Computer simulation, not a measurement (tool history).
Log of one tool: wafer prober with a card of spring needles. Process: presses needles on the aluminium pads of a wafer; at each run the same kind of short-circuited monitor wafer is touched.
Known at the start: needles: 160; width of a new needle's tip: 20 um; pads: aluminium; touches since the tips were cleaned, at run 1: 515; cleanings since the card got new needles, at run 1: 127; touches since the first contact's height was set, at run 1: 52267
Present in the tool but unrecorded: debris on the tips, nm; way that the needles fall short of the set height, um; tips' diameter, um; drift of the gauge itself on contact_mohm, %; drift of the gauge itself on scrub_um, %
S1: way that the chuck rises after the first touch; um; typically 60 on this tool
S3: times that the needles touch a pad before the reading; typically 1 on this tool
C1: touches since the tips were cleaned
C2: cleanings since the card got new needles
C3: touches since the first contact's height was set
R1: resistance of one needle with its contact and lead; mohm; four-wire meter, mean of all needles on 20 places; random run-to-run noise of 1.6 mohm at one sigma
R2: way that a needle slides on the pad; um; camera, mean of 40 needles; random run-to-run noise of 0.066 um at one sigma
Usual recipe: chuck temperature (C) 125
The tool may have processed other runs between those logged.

{"run": 1, "hour": 0.0, "S1": 60, "chuck temperature (C)": 125, "S3": 1, "C1": 515, "C2": 127, "C3": 52267, "R1": 155, "R2": 12.41}
{"hour": 2.2, "done": "tips cleaned on abrasive film"}
{"hour": 5.7, "done": "tips cleaned on abrasive film"}
{"hour": 9.3, "done": "tips cleaned on abrasive film"}
{"hour": 12.8, "done": "tips cleaned on abrasive film"}
{"run": 2, "hour": 14.6, "S1": 60, "chuck temperature (C)": 125, "S3": 1, "C1": 1043, "C2": 131, "C3": 60429, "R1": 155, "R2": 12.37}
{"hour": 16.0, "done": "tips cleaned on abrasive film"}
{"hour": 19.6, "done": "tips cleaned on abrasive film"}
{"hour": 22.4, "done": "tips cleaned on abrasive film"}
{"run": 3, "hour": 24.9, "S1": 60, "chuck temperature (C)": 125, "S3": 1, "C1": 1401, "C2": 134, "C3": 66161, "R1": 152, "R2": 12.42}
{"hour": 25.7, "done": "tips cleaned on abrasive film"}
{"hour": 29.2, "done": "tips cleaned on abrasive film"}
{"hour": 32.8, "done": "tips cleaned on abrasive film"}
{"run": 4, "hour": 33.0, "S1": 60, "chuck temperature (C)": 125, "S3": 1, "C1": 95, "C2": 137, "C3": 70635, "R1": 153, "R2": 12.24}
{"hour": 35.8, "done": "tips cleaned on abrasive film"}
{"hour": 38.7, "done": "tips cleaned on abrasive film"}
{"hour": 41.6, "done": "tips cleaned on abrasive film"}
{"run": 5, "hour": 44.2, "S1": 60, "chuck temperature (C)": 125, "S3": 1, "C1": 1505, "C2": 140, "C3": 76910, "R1": 154, "R2": 12.35}
{"hour": 45.0, "done": "tips cleaned on abrasive film"}
{"hour": 47.8, "done": "tips cleaned on abrasive film"}
{"hour": 51.3, "done": "tips cleaned on abrasive film"}
{"hour": 54.9, "done": "tips cleaned on abrasive film"}
{"hour": 57.8, "done": "tips cleaned on abrasive film"}
{"run": 6, "hour": 59.6, "S1": 60, "chuck temperature (C)": 125, "S3": 2, "C1": 1053, "C2": 145, "C3": 85482, "R1": 154, "R2": 12.37}
{"hour": 61.1, "done": "tips cleaned on abrasive film"}
{"hour": 63.9, "done": "tips cleaned on abrasive film"}
{"hour": 67.5, "done": "tips cleaned on abrasive film"}
{"hour": 71.0, "done": "tips cleaned on abrasive film"}
{"hour": 74.1, "done": "tips cleaned on abrasive film"}
{"run": 7, "hour": 74.1, "S1": 60, "chuck temperature (C)": 125, "S3": 2, "C1": 0, "C2": 150, "C3": 93547, "R1": 156, "R2": 12.39}
{"hour": 77.0, "done": "tips cleaned on abrasive film"}
{"hour": 77.3, "done": "height of the first contact set anew"}
{"hour": 80.2, "done": "tips cleaned on abrasive film"}
{"hour": 83.7, "done": "tips cleaned on abrasive film"}
{"hour": 87.2, "done": "tips cleaned on abrasive film"}
{"hour": 90.4, "done": "tips cleaned on abrasive film"}
{"run": 8, "hour": 90.4, "S1": 60, "chuck temperature (C)": 125, "S3": 2, "C1": 0, "C2": 155, "C3": 7302, "R1": 154, "R2": 12.26}
{"hour": 94.0, "done": "tips cleaned on abrasive film"}
{"hour": 96.8, "done": "tips cleaned on abrasive film"}
{"run": 9, "hour": 97.8, "S1": 60, "chuck temperature (C)": 125, "S3": 2, "C1": 533, "C2": 157, "C3": 11417, "R1": 154, "R2": 12.26}
{"hour": 99.9, "done": "tips cleaned on abrasive film"}
{"hour": 103.5, "done": "tips cleaned on abrasive film"}
{"hour": 106.4, "done": "tips cleaned on abrasive film"}
{"hour": 109.9, "done": "tips cleaned on abrasive film"}
{"run": 10, "hour": 110.7, "S1": 60, "chuck temperature (C)": 125, "S3": 1, "C1": 422, "C2": 161, "C3": 18600, "R1": 154, "R2": 12.28}
{"hour": 112.8, "done": "tips cleaned on abrasive film"}
{"hour": 116.4, "done": "tips cleaned on abrasive film"}
{"hour": 119.9, "done": "tips cleaned on abrasive film"}
{"hour": 123.5, "done": "tips cleaned on abrasive film"}
{"hour": 126.4, "done": "tips cleaned on abrasive film"}
{"run": 11, "hour": 126.9, "S1": 60, "chuck temperature (C)": 125, "S3": 1, "C1": 309, "C2": 166, "C3": 27662, "R1": 155, "R2": 12.23}
{"hour": 129.8, "done": "tips cleaned on abrasive film"}
{"hour": 133.3, "done": "tips cleaned on abrasive film"}
{"hour": 136.2, "done": "tips cleaned on abrasive film"}
{"run": 12, "hour": 136.2, "S1": 63, "chuck temperature (C)": 125, "S3": 1, "C1": 0, "C2": 169, "C3": 32849, "R1": 155, "R2": 12.84}
{"hour": 139.8, "done": "tips cleaned on abrasive film"}
{"hour": 143.4, "done": "tips cleaned on abrasive film"}
{"hour": 146.9, "done": "tips cleaned on abrasive film"}
{"hour": 150.5, "done": "tips cleaned on abrasive film"}
{"run": 13, "hour": 150.9, "S1": 63, "chuck temperature (C)": 125, "S3": 1, "C1": 242, "C2": 173, "C3": 41048, "R1": 153, "R2": 12.86}
{"hour": 153.8, "done": "tips cleaned on abrasive film"}
{"hour": 157.3, "done": "tips cleaned on abrasive film"}
{"hour": 160.2, "done": "tips cleaned on abrasive film"}
{"hour": 163.8, "done": "tips cleaned on abrasive film"}
{"run": 14, "hour": 164.7, "S1": 71, "chuck temperature (C)": 62, "S3": 1, "C1": 569, "C2": 177, "C3": 48768, "R1": 143, "R2": 14.37}
{"hour": 166.9, "done": "tips cleaned on abrasive film"}
{"hour": 170.4, "done": "tips cleaned on abrasive film"}
{"run": 15, "hour": 171.4, "S1": 74, "chuck temperature (C)": 35, "S3": 3, "C1": 538, "C2": 179, "C3": 52463, "R1": 138, "R2": 15.09}
{"hour": 173.5, "done": "tips cleaned on abrasive film"}
{"hour": 176.4, "done": "tips cleaned on abrasive film"}
{"hour": 180.0, "done": "tips cleaned on abrasive film"}
{"hour": 183.5, "done": "tips cleaned on abrasive film"}
{"run": 16, "hour": 184.5, "S1": 40, "chuck temperature (C)": 39, "S3": 1, "C1": 596, "C2": 183, "C3": 59796, "R1": 149, "R2": 7.95}
{"hour": 186.7, "done": "tips cleaned on abrasive film"}
{"hour": 190.2, "done": "tips cleaned on abrasive film"}
{"hour": 193.8, "done": "tips cleaned on abrasive film"}
{"hour": 197.4, "done": "tips cleaned on abrasive film"}
{"run": 17, "hour": 199.5, "S1": 40, "chuck temperature (C)": 39, "S3": 1, "C1": 1260, "C2": 187, "C3": 68198, "R1": 149, "R2": 8.04}
{"hour": 200.3, "done": "tips cleaned on abrasive film"}
{"hour": 203.9, "done": "tips cleaned on abrasive film"}
{"hour": 215.9, "done": "card fitted with new needles"}
{"run": 18, "hour": 218.6, "S1": 40, "chuck temperature (C)": 39, "S3": 1, "C1": 1571, "C2": 0, "C3": 1571, "R1": 149, "R2": 8.14}
{"hour": 219.4, "done": "tips cleaned on abrasive film"}
{"hour": 222.3, "done": "tips cleaned on abrasive film"}
{"hour": 225.8, "done": "tips cleaned on abrasive film"}
{"run": 19, "hour": 227.0, "S1": 40, "chuck temperature (C)": 39, "S3": 1, "C1": 702, "C2": 3, "C3": 6253, "R1": 147, "R2": 7.97}
{"hour": 229.2, "done": "tips cleaned on abrasive film"}
{"hour": 232.8, "done": "tips cleaned on abrasive film"}
{"run": 20, "hour": 235.4, "S1": 79, "chuck temperature (C)": 44, "S3": 3, "C1": 1495, "C2": 5, "C3": 10918, "R1": 137, "R2": 15.92}
{"hour": 236.2, "done": "tips cleaned on abrasive film"}
{"hour": 239.7, "done": "tips cleaned on abrasive film"}
{"hour": 242.6, "done": "tips cleaned on abrasive film"}
{"hour": 246.1, "done": "tips cleaned on abrasive film"}
{"run": 21, "hour": 247.2, "S1": 78, "chuck temperature (C)": 87, "S3": 1, "C1": 609, "C2": 9, "C3": 17479, "R1": 144, "R2": 15.74}
{"hour": 249.4, "done": "tips cleaned on abrasive film"}
{"hour": 252.2, "done": "tips cleaned on abrasive film"}
{"hour": 255.8, "done": "tips cleaned on abrasive film"}
{"hour": 259.4, "done": "tips cleaned on abrasive film"}
{"run": 22, "hour": 261.1, "S1": 68, "chuck temperature (C)": 125, "S3": 1, "C1": 987, "C2": 13, "C3": 25234, "R1": 155, "R2": 13.65}
{"hour": 262.6, "done": "tips cleaned on abrasive film"}
{"hour": 265.4, "done": "tips cleaned on abrasive film"}
{"hour": 269.0, "done": "tips cleaned on abrasive film"}
{"hour": 272.2, "done": "tips cleaned on abrasive film"}
{"run": 23, "hour": 272.2, "S1": 47, "chuck temperature (C)": 55, "S3": 3, "C1": 0, "C2": 17, "C3": 31381, "R1": 148, "R2": 9.44}
{"hour": 273.5, "done": "gauge calibrated"}
{"hour": 275.7, "done": "tips cleaned on abrasive film"}
{"hour": 279.3, "done": "tips cleaned on abrasive film"}
{"hour": 282.8, "done": "tips cleaned on abrasive film"}
{"run": 24, "hour": 283.3, "S1": 60, "chuck temperature (C)": 44, "S3": 1, "C1": 269, "C2": 20, "C3": 37602, "R1": 142, "R2": 12.47}
{"hour": 286.2, "done": "tips cleaned on abrasive film"}
{"hour": 289.0, "done": "tips cleaned on abrasive film"}
{"hour": 291.9, "done": "tips cleaned on abrasive film"}
{"hour": 295.5, "done": "tips cleaned on abrasive film"}
{"hour": 299.0, "done": "tips cleaned on abrasive film"}
{"run": 25, "hour": 299.3, "S1": 52, "chuck temperature (C)": 36, "S3": 2, "C1": 165, "C2": 25, "C3": 46525, "R1": 140, "R2": 10.61}
{"hour": 302.2, "done": "tips cleaned on abrasive film"}
{"hour": 305.7, "done": "tips cleaned on abrasive film"}
{"hour": 309.3, "done": "tips cleaned on abrasive film"}
{"hour": 312.8, "done": "tips cleaned on abrasive film"}
{"run": 26, "hour": 314.2, "S1": 52, "chuck temperature (C)": 36, "S3": 2, "C1": 790, "C2": 29, "C3": 54866, "R1": 141, "R2": 10.64}

Consider 5 possible next runs. They are alternatives, not a sequence: every one starts from the tool as it was left by run 26. What does each give?
{"hour": 316.4, "done": "tips cleaned on abrasive film"}
{"hour": 319.9, "done": "tips cleaned on abrasive film"}
{"hour": 323.5, "done": "tips cleaned on abrasive film"}
{"run": "A", "hour": 324.7, "S1": 60, "chuck temperature (C)": 36, "S3": 2, "C1": 711, "C2": 32, "C3": 60740, "R1": "?", "R2": "?"}
{"hour": 316.4, "done": "tips cleaned on abrasive film"}
{"hour": 319.9, "done": "tips cleaned on abrasive film"}
{"hour": 323.5, "done": "tips cleaned on abrasive film"}
{"run": "B", "hour": 324.7, "S1": 66, "chuck temperature (C)": 110, "S3": 2, "C1": 711, "C2": 32, "C3": 60740, "R1": "?", "R2": "?"}
{"hour": 316.4, "done": "tips cleaned on abrasive film"}
{"hour": 319.9, "done": "tips cleaned on abrasive film"}
{"hour": 323.5, "done": "tips cleaned on abrasive film"}
{"run": "C", "hour": 324.7, "S1": 60, "chuck temperature (C)": 94, "S3": 2, "C1": 711, "C2": 32, "C3": 60740, "R1": "?", "R2": "?"}
{"hour": 316.4, "done": "tips cleaned on abrasive film"}
{"hour": 319.9, "done": "tips cleaned on abrasive film"}
{"hour": 323.5, "done": "tips cleaned on abrasive film"}
{"run": "D", "hour": 324.7, "S1": 60, "chuck temperature (C)": 57, "S3": 1, "C1": 711, "C2": 32, "C3": 60740, "R1": "?", "R2": "?"}
{"hour": 316.4, "done": "tips cleaned on abrasive film"}
{"hour": 319.9, "done": "tips cleaned on abrasive film"}
{"hour": 323.5, "done": "tips cleaned on abrasive film"}
{"run": "E", "hour": 324.7, "S1": 50, "chuck temperature (C)": 36, "S3": 2, "C1": 711, "C2": 32, "C3": 60740, "R1": "?", "R2": "?"}

run=A R1=141 R2=12.16
run=B R1=149 R2=13.56
run=C R1=151 R2=12.23
run=D R1=144 R2=12.29
run=E R1=145 R2=10.23
Take away the tool's hidden state, keep each run's random variation, and the runs would have read:
run=A R1=141 R2=12.23
run=B R1=149 R2=13.64
run=C R1=150 R2=12.30
run=D R1=144 R2=12.36
run=E R1=145 R2=10.29
